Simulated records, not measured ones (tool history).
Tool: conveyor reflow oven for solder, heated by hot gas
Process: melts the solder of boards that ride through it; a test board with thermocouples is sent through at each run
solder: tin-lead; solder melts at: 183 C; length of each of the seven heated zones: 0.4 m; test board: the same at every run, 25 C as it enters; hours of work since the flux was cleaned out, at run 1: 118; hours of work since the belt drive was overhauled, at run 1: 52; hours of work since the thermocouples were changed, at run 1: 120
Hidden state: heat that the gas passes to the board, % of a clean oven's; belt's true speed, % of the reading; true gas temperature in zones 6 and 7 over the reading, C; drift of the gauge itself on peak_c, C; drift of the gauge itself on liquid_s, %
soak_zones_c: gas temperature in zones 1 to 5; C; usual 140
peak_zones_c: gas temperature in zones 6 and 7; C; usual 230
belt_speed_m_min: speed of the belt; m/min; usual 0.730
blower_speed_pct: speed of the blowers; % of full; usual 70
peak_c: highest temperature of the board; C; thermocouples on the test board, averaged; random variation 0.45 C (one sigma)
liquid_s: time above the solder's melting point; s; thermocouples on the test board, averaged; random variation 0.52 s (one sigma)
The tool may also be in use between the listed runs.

run,day,soak_zones_c,peak_zones_c,belt_speed_m_min,blower_speed_pct,hours of work since the flux was cleaned out,hours of work since the belt drive was overhauled,hours of work since the thermocouples were changed,peak_c,liquid_s
1,0.000,140,230,0.730,70,118,52,120,210.9,43.9
2,0.325,140,230,0.730,70,123,57,125,211.7,45.8
3,0.696,140,230,0.730,70,129,63,131,211.8,44.2
4,0.988,140,230,0.730,70,134,68,136,211.5,45.1
5,1.242,140,230,0.730,76,138,72,140,212.0,46.3
6,1.583,140,230,0.730,76,143,77,145,211.6,46.3
7,1.808,140,230,0.730,76,147,81,149,212.6,45.8
8,2.008,140,230,0.730,56,150,84,152,208.1,39.8
9,2.225,140,231,0.730,69,153,87,155,211.5,45.1
10,2.471,140,220,0.730,70,157,91,159,202.7,36.9
11,2.862,140,220,0.730,70,163,97,165,203.5,37.4
12,3.229,155,220,0.675,70,169,103,171,208.0,52.9
13,3.546,126,238,0.730,70,174,108,176,214.9,42.6
14,3.746,126,238,0.626,68,177,111,179,220.2,55.9
15,4.071,126,238,0.626,68,182,116,184,219.7,55.1

5 ways to go on from here, each from the tool as it stands after run 15. What would each give?
A,4.362,126,238,0.584,68,187,121,189,?,?
B,4.362,153,238,0.681,56,187,121,189,?,?
C,4.362,126,238,0.793,65,187,121,189,?,?
D,4.362,137,235,0.588,68,187,121,189,?,?
E,4.362,140,230,0.617,56,187,121,189,?,?

run,peak_c,liquid_s
A,222.2,62.3
B,219.3,59.0
C,208.9,35.0
D,221.9,63.5
E,212.4,56.1
Without the tool's hidden state the same runs would have given:
run,peak_c,liquid_s
A,223.1,63.1
B,220.1,59.5
C,210.7,36.6
D,222.6,64.2
E,213.1,56.9
